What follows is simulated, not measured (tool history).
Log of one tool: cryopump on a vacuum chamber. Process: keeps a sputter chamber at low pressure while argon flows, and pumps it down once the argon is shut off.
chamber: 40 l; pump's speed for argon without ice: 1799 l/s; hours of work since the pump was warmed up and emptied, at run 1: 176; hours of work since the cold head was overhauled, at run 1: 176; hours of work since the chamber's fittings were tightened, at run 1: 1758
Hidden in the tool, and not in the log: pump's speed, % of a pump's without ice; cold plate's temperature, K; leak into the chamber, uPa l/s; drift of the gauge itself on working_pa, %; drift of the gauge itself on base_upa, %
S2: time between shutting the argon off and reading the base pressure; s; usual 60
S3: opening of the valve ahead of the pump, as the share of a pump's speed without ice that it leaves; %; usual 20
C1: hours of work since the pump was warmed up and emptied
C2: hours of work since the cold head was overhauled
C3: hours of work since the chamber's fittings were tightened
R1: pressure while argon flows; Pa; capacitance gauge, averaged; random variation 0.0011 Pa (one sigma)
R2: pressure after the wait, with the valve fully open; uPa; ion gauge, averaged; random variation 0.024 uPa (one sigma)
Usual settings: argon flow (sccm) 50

Run 1, hour 0.0: usual settings; C1 176; C2 176; C3 1758. Result: R1 0.2371 Pa, R2 1.91 uPa.
Run 2, hour 48.9: usual settings; C1 196; C2 196; C3 1778. Result: R1 0.2367 Pa, R2 1.95 uPa.
Run 3, hour 143.8: usual settings; C1 235; C2 235; C3 1817. Result: R1 0.2378 Pa, R2 2.00 uPa.
Run 4, hour 206.4: usual settings; C1 261; C2 261; C3 1843. Result: R1 0.2360 Pa, R2 2.10 uPa.
Run 5, hour 300.6: usual settings; C1 300; C2 300; C3 1882. Result: R1 0.2380 Pa, R2 2.05 uPa.
Run 6, hour 367.1: usual settings; C1 327; C2 327; C3 1909. Result: R1 0.2363 Pa, R2 2.13 uPa.
Run 7, hour 451.4: usual settings; C1 362; C2 362; C3 1944. Result: R1 0.2373 Pa, R2 2.12 uPa.
Run 8, hour 547.6: usual settings but S3 22 %; C1 402; C2 402; C3 1983. Result: R1 0.2164 Pa, R2 2.18 uPa.
Run 9, hour 623.2: usual settings but S3 22 %; C1 433; C2 433; C3 2015. Result: R1 0.2186 Pa, R2 2.21 uPa.
Run 10, hour 680.2: usual settings but argon flow (sccm) 88; C1 456; C2 456; C3 2038. Result: R1 0.4203 Pa, R2 2.20 uPa.
Run 11, hour 768.1: usual settings but argon flow (sccm) 88; C1 493; C2 493; C3 2074. Result: R1 0.4198 Pa, R2 2.16 uPa.
Run 12, hour 809.7: usual settings but argon flow (sccm) 88; C1 510; C2 510; C3 2091. Result: R1 0.4192 Pa, R2 2.28 uPa.
Run 13, hour 880.3: usual settings but argon flow (sccm) 88; C1 539; C2 539; C3 2120. Result: R1 0.4201 Pa, R2 2.31 uPa.
Run 14, hour 947.7: usual settings but argon flow (sccm) 88; C1 566; C2 566; C3 2148. Result: R1 0.4198 Pa, R2 2.30 uPa.
Run 15, hour 1018.8: usual settings but argon flow (sccm) 88; C1 596; C2 596; C3 2177. Result: R1 0.4229 Pa, R2 2.38 uPa.
Run 16, hour 1076.6: usual settings but argon flow (sccm) 88, S3 48 %; C1 620; C2 620; C3 2201. Result: R1 0.1816 Pa, R2 2.39 uPa.
Run 17, hour 1142.0: usual settings but S2 50 s; C1 646; C2 646; C3 2228. Result: R1 0.2403 Pa, R2 2.49 uPa.
Run 18, hour 1180.9: usual settings but argon flow (sccm) 76, S2 142 s, S3 17 %; C1 663; C2 663; C3 2244. Result: R1 0.4282 Pa, R2 1.92 uPa.
Run 19, hour 1222.6: usual settings but argon flow (sccm) 76, S2 142 s, S3 17 %; C1 680; C2 680; C3 2261. Result: R1 0.4277 Pa, R2 1.95 uPa.
Run 20, hour 1267.2: usual settings but argon flow (sccm) 76, S2 44 s, S3 17 %; C1 698; C2 698; C3 2280. Result: R1 0.4302 Pa, R2 2.68 uPa.
Run 21, hour 1332.1: usual settings but argon flow (sccm) 76, S2 56 s, S3 17 %; C1 725; C2 725; C3 2306. Result: R1 0.4269 Pa, R2 2.43 uPa.
Run 22, hour 1400.2: usual settings but argon flow (sccm) 72, S2 27 s, S3 46 %; C1 753; C2 753; C3 2334. Result: R1 0.1558 Pa, R2 3.27 uPa.
Run 23, hour 1477.2: usual settings but argon flow (sccm) 72, S2 27 s, S3 46 %; C1 785; C2 785; C3 2366. Result: R1 0.1555 Pa, R2 3.42 uPa.
Run 24, hour 1522.9: usual settings but argon flow (sccm) 36, S3 41 %; C1 803; C2 803; C3 2385. Result: R1 0.0871 Pa, R2 2.54 uPa.
Run 25, hour 1613.5: usual settings but argon flow (sccm) 82, S2 91 s; C1 841; C2 841; C3 2422. Result: R1 0.3989 Pa, R2 2.29 uPa.
Run 26, hour 1688.2: usual settings but argon flow (sccm) 82, S2 91 s; C1 871; C2 871; C3 2453. Result: R1 0.3971 Pa, R2 2.34 uPa.
Run 27, hour 1767.2: usual settings but S2 41 s, S3 49 %; C1 904; C2 904; C3 2486. Result: R1 0.1029 Pa, R2 2.98 uPa.

Run 28 comes next. What will it give?
Run 28, hour 1857.8: usual settings but S2 41 s, S3 49 %; C1 941; C2 941; C3 2523. Result: R1 ?, R2 ?.

R1: 0.1041 Pa
R2: 3.08 uPa
Without the tool's hidden state the same run would have given R1 0.0960 Pa, R2 1.28 uPa.
